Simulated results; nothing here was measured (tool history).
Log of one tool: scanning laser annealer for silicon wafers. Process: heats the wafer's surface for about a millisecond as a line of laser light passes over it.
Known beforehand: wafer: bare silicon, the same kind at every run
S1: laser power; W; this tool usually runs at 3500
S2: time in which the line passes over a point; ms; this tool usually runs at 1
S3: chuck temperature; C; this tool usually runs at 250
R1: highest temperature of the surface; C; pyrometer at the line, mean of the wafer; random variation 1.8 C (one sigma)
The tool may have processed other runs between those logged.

Run 1, hour 0: usual settings. Result: R1 936 C.
Run 2, hour 26.5: usual settings but S3 276 C. Result: R1 966 C.
Run 3, hour 44.3: usual settings but S3 276 C. Result: R1 964 C.
Run 4, hour 85.2: usual settings. Result: R1 936 C.
Run 5, hour 126.1: usual settings. Result: R1 934 C.
Run 6, hour 151.5: usual settings. Result: R1 934 C.
Run 7, hour 192.1: usual settings. Result: R1 933 C.
Run 8, hour 223: usual settings. Result: R1 932 C.
Run 9, hour 249.2: usual settings but S1 3530 W, S2 1.1 ms, S3 270 C. Result: R1 984 C.
Run 10, hour 279.7: usual settings but S1 3523 W, S2 0.75 ms. Result: R1 846 C.
Run 11, hour 307.7: usual settings but S1 3523 W, S2 0.75 ms. Result: R1 844 C.
At hour 313.1: laser's power meter calibrated.
Run 12, hour 340.6: usual settings but S1 3581 W. Result: R1 941 C.
Run 13, hour 381.6: usual settings but S1 3581 W. Result: R1 940 C.
Run 14, hour 416.2: usual settings but S1 3581 W. Result: R1 934 C.
Run 15, hour 456.2: usual settings but S1 3006 W, S2 0.8 ms, S3 272 C. Result: R1 796 C.

3 options for the next run, each taken on its own from the tool as it stands now. Forecast them:
At hour 470.2: laser's power meter calibrated, once more.
At hour 472.2: window over the wafer cleaned.
Run A, hour 487.7: usual settings but S1 3710 W, S2 0.8 ms, S3 257 C. Result: R1 ?.
At hour 470.2: laser's power meter calibrated, once more.
At hour 472.2: window over the wafer cleaned.
Run B, hour 487.7: usual settings but S1 3648 W, S2 0.76 ms, S3 233 C. Result: R1 ?.
At hour 470.2: laser's power meter calibrated, once more.
At hour 472.2: window over the wafer cleaned.
Run C, hour 487.7: usual settings but S1 3795 W, S2 0.76 ms, S3 234 C. Result: R1 ?.

run   R1
  A  919
  B  868
  C  894
Stripped of hidden state, with their random variation kept, the same runs would have yielded:
run   R1
  A  929
  B  878
  C  904

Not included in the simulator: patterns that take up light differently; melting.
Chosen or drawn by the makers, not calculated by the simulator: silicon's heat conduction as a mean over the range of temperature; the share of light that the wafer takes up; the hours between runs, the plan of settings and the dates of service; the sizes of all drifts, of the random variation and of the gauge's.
